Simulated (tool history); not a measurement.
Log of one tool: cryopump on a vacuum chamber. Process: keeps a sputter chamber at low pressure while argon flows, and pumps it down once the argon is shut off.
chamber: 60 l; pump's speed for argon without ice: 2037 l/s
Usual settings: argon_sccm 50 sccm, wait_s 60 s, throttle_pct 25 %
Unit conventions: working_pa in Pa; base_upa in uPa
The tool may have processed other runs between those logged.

run   hour  argon_sccm  wait_s  throttle_pct  working_pa  base_upa
  1      0          50      60            25      0.1715      1.45
  2     12          50      60            25      0.1712      1.48
  3     30          50      60            25      0.1713      1.48
  4   41.8          50      60            25      0.1726      1.46
  5   56.3          50      60            25       0.174      1.43
  6   67.7          29      60            25      0.1017      1.48
  7   79.1          27      60            25      0.0936      1.48
  8   91.6          21     121            37      0.0501      0.88
  9  105.6          44      23            35        0.11      3.43
 10  122.3          44      23            35      0.1108      3.39
 11  130.6          50      50            25      0.1747      1.73
 12  140.1          79     129            25      0.2757      0.79
 13  156.3          79     129            25      0.2765      0.89

How would selected steps in working_pa from run to run divide? Give the signed amount a tool lacking its hidden state would still show from settings, what came in and random variation, and the signed amount left for the hidden state, including any gauge scatter that is not in both of the compared results.
Unlogged tool condition in this case: pump's speed, % of a pump's without ice; cold plate's temperature, K; leak into the chamber, uPa l/s; drift of the gauge itself on working_pa, %; drift of the gauge itself on base_upa, %.
Run 11 -> 12: argon_sccm 50 -> 79, wait_s 50 -> 129. working_pa +0.101 Pa: hidden state +0.0051, all else +0.0959.

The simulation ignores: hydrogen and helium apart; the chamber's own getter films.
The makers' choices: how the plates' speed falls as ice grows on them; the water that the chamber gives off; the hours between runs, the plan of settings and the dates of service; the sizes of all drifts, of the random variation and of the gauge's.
